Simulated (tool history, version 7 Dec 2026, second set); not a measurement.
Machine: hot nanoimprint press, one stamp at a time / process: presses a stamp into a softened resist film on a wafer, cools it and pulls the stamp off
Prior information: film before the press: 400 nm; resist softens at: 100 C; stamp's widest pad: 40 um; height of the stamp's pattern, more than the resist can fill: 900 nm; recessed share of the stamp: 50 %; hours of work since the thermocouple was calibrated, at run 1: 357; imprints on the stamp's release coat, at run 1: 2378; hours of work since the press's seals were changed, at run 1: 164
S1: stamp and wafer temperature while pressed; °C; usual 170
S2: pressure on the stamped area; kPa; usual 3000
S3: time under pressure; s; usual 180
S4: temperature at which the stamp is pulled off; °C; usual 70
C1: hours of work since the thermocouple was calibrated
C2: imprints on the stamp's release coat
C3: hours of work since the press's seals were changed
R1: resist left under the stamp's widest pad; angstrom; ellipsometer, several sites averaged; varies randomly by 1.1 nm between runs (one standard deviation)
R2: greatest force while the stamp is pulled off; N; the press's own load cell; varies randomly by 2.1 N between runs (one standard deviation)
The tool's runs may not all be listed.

run	hour	S1	S2	S3	S4	C1	C2	C3	R1	R2
1	0	170	3000	180	70	357	2378	164	2225	203
2	12.5	170	2340	180	70	363	2412	169	2502	210
3	21	170	3000	180	70	367	2434	173	2179	205
4	30.2	170	3000	180	70	371	2459	178	2203	209
# hour 38.8: stamp cleaned and given a new release coat
5	49.2	170	3000	180	64	377	28	184	2227	96
6	59.9	170	3000	180	64	382	57	189	2192	98
7	68.8	179	2820	180	57	387	81	193	1706	99
8	82.2	179	1940	161	57	393	117	199	2199	103
9	90.7	179	1940	161	57	397	139	203	2192	107
10	98	179	1940	161	57	400	159	206	2164	105
11	103.6	179	1940	161	57	403	174	209	2168	108

Here are 4 independent what-if runs from the current tool condition. What would each one return?
A	109.4	179	1940	161	57	405	189	212	?	?
B	109.4	174	1940	116	74	405	189	212	?	?
C	109.4	179	1940	161	57	405	189	212	?	?
D	109.4	164	1940	105	57	405	189	212	?	?

run	R1	R2
A	2173	104
B	2714	97
C	2158	106
D	3407	104
Stripped of hidden state, with their random variation kept, the same runs would have yielded:
run	R1	R2
A	2131	96
B	2668	90
C	2115	98
D	3370	96
